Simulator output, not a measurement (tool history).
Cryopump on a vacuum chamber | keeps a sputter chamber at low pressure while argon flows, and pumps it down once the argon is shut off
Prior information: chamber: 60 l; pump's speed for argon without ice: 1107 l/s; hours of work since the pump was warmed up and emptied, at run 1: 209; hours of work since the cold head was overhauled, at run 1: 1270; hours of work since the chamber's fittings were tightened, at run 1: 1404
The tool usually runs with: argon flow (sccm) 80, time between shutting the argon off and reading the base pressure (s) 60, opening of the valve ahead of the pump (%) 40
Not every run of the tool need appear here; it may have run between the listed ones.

run    hour  argon flow (sccm)  time between shutting the argon off and reading the base pressure (s)  opening of the valve ahead of the pump (%)  hours of work since the pump was warmed up and emptied  hours of work since the cold head was overhauled  hours of work since the chamber's fittings were tightened  pressure while argon flows (Pa)  pressure after the wait (uPa)
  1       0                 80                                                                     60                                          40                                                     209                                              1270                                                       1404                            0.313                           4.16
  2    65.8                 80                                                                     60                                          40                                                     246                                              1308                                                       1441                           0.3159                           4.37
  3   142.4                 80                                                                     60                                          40                                                     290                                              1351                                                       1485                           0.3186                           4.35
  4   219.2                 80                                                                     60                                          17                                                     333                                              1395                                                       1529                           0.7339                           4.46
  5   272.7                 80                                                                     60                                          40                                                     364                                              1425                                                       1559                           0.3216                           4.59
  6   357.9                 80                                                                     60                                          40                                                     412                                              1474                                                       1608                           0.3219                           4.63
  7   422.5                 80                                                                     60                                          40                                                     449                                              1511                                                       1644                           0.3236                            4.7
  8   503.6                 80                                                                     60                                          25                                                     495                                              1557                                                       1690                           0.5099                           4.75
  9   567.8                 80                                                                     60                                          25                                                     532                                              1593                                                       1727                           0.5101                           4.82
 10   632.1                 80                                                                     60                                          40                                                     568                                              1630                                                       1764                           0.3291                           4.94
 11   716.8                 80                                                                     60                                          40                                                     617                                              1678                                                       1812                           0.3321                           5.16
 12   779.7                 80                                                                     60                                          40                                                     652                                              1714                                                       1848                           0.3364                           5.18
 13   824.4                 80                                                                     60                                          40                                                     678                                              1740                                                       1873                           0.3317                           5.18
 14   889.7                104                                                                     60                                          40                                                     715                                              1777                                                       1910                           0.4407                           5.28
 15   927.4                 53                                                                     24                                          34                                                     737                                              1798                                                       1932                           0.2595                           7.89
 16   983.6                142                                                                     58                                          23                                                     769                                              1830                                                       1964                           1.0002                           5.47
 17  1052.4                 43                                                                    261                                          54                                                     808                                              1869                                                       2003                             0.14                           3.91
 18  1111.6                 48                                                                     72                                          22                                                     841                                              1903                                                       2037                           0.3559                           5.37
 19  1177.5                 48                                                                     72                                          22                                                     879                                              1941                                                       2074                           0.3585                           5.31
 20    1230                 38                                                                    120                                          23                                                     909                                              1970                                                       2104                           0.2715                           4.83
 21  1308.3                138                                                                     61                                          23                                                     953                                              2015                                                       2149                            0.997                           5.84
 22    1363                101                                                                    103                                          47                                                     985                                              2046                                                       2180                           0.3875                           5.18
 23  1441.2                150                                                                     60                                          40                                                    1029                                              2091                                                       2224                           0.6661                           6.16
     1486.4  -- pump warmed up, emptied and cooled again
 24  1513.3                150                                                                     60                                          40                                                      15                                              2129                                                       2262                           0.5816                           5.04
 25  1559.4                157                                                                     60                                          34                                                      42                                              2155                                                       2289                           0.7189                           5.13
 26  1614.2                157                                                                     60                                          34                                                      73                                              2186                                                       2320                           0.7155                           5.23
 27  1698.1                157                                                                     60                                          34                                                     121                                              2234                                                       2368                           0.7196                           5.33
 28  1748.1                 54                                                                     60                                          35                                                     149                                              2263                                                       2396                           0.2413                           5.35

5 ways to go on from here, each from the tool as it stands after run 28. What would each give?
  A  1809.5                 36                                                                     35                                          55                                                     184                                              2297                                                       2431                                ?                              ?
  B  1809.5                 84                                                                     37                                          23                                                     184                                              2297                                                       2431                                ?                              ?
  C  1809.5                 54                                                                     74                                          35                                                     184                                              2297                                                       2431                                ?                              ?
  D  1809.5                 33                                                                     60                                          35                                                     184                                              2297                                                       2431                                ?                              ?
  E  1809.5                 79                                                                     73                                          25                                                     184                                              2297                                                       2431                                ?                              ?

run  pressure while argon flows (Pa)  pressure after the wait (uPa)
  A                           0.1045                           6.99
  B                           0.5707                           6.66
  C                            0.243                           5.17
  D                           0.1485                           5.43
  E                            0.496                           5.18
With no hidden state in the tool, these same runs would have given:
run  pressure while argon flows (Pa)  pressure after the wait (uPa)
  A                           0.0998                           3.59
  B                           0.5596                           3.33
  C                           0.2359                           1.81
  D                           0.1442                           2.16
  E                           0.4856                           1.87

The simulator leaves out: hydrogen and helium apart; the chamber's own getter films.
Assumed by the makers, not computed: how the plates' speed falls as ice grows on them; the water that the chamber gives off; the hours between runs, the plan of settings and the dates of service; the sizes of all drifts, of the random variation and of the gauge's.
